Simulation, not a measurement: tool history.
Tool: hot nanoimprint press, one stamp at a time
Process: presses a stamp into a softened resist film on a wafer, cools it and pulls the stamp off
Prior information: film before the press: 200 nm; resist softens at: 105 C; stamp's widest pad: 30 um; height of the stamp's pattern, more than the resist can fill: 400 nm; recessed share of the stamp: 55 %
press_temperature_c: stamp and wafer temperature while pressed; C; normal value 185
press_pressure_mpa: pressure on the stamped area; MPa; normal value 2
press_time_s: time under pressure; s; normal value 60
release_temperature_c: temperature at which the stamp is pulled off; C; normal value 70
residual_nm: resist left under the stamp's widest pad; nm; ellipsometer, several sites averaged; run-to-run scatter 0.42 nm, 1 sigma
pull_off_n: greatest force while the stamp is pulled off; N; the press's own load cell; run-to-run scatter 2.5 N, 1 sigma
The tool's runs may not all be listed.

run	hour	press_temperature_c	press_pressure_mpa	press_time_s	release_temperature_c	residual_nm	pull_off_n
1	0	185	2	60	70	114.5	207
2	6.6	185	2	94	70	100	205
3	11.7	185	2	94	70	100.2	210
4	18	185	2	94	70	100.1	212
5	23.5	185	2	94	70	100.1	211
6	27.7	185	2	94	70	99.7	211
7	32.5	185	1.22	60	70	141.4	206
8	40.1	185	1.52	60	70	128.9	212
9	44.8	185	1.52	60	70	130	214
10	57	185	1.52	60	70	129.5	178
11	63.4	185	2	60	56	115.4	217
12	69.5	185	2	60	56	115.5	216
13	77.9	185	2	60	56	114.4	220
14	84.3	185	2	60	56	115.8	223
15	93.7	185	2	60	70	115.7	184
16	98.6	188	2	71	70	102.3	183
17	107.3	177	1.58	91	56	134.4	221
18	114.1	191	1.91	72	67	97.3	196
19	120.2	194	1.91	88	67	86	191
20	124.8	175	2.72	101	64	106.6	204
21	129.7	178	2.72	101	65	100	201
22	138	185	2.15	36	59	127.4	214
23	146.5	185	2.22	53	70	114.1	189
24	150.9	185	2.22	53	70	114.3	187
25	155.1	176	2.36	71	70	124.4	189
26	160.2	173	2.36	92	70	124.2	191
27	168.5	173	2.36	92	70	124.2	191
28	172.5	173	2.23	92	67	127.8	199
29	179.9	173	1.2	85	65	160.8	201
30	188	180	1.2	91	75	141.6	178

Withheld: 1 entry from between the runs. Position of each, and hidden state at the listed run before versus the listed run after:
Run 9 -> run 10: stamp cleaned and given a new release coat (hour 53.2)
  true temperature over the reading, C: -0.67 -> -0.68; pressure that arrives at the usual setting, %: 99.62 -> 99.61; grip of the stamp's worn release coat, % over a new coat's: 18.2 -> 0.2
  measured minus no-state result, residual_nm: +1.8 -> +1.8 nm; pull_off_n: +35 -> +2 N
